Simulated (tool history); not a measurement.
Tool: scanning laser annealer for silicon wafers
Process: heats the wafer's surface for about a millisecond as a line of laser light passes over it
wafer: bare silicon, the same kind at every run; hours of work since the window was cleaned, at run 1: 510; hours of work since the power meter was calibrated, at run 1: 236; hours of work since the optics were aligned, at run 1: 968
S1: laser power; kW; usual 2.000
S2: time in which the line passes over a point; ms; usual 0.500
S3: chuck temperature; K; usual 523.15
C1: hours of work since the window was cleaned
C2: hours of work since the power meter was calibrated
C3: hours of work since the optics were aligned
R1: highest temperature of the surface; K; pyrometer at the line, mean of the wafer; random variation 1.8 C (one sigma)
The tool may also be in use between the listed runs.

run	day	S1	S2	S3	C1	C2	C3	R1
1	0.000	2.000	0.500	523.15	510	236	968	1279.15
2	0.438	2.000	0.500	523.15	515	241	973	1276.15
3	0.750	2.000	0.500	512.15	518	244	976	1269.15
4	1.217	2.000	0.453	523.15	524	250	981	1233.15
5	1.504	1.771	0.500	523.15	527	253	985	1172.15
6	1.954	1.771	0.500	523.15	532	258	990	1174.15
# day 2.112: laser's power meter calibrated
7	2.612	1.771	0.500	523.15	538	6	996	1176.15
8	3.079	2.165	0.500	523.15	543	11	1001	1350.15
9	3.446	2.165	0.500	523.15	547	15	1005	1348.15
10	3.742	2.165	0.500	523.15	550	18	1008	1350.15
11	4.188	2.165	0.500	523.15	555	23	1013	1346.15
12	4.608	2.165	0.500	523.15	560	28	1018	1347.15
# day 4.829: laser's power meter calibrated, once more
13	4.996	2.165	0.500	523.15	563	2	1021	1349.15
14	5.304	2.165	0.500	523.15	567	5	1024	1350.15
15	5.646	2.165	0.500	523.15	570	9	1028	1348.15
16	5.929	1.863	0.500	523.15	574	12	1031	1211.15

Run 17 comes next. What will it give?
17	6.454	1.863	0.500	523.15	580	18	1037	?

R1: 1215.15 K
Without the tool's hidden state the same run would have given R1 1254.15 K.
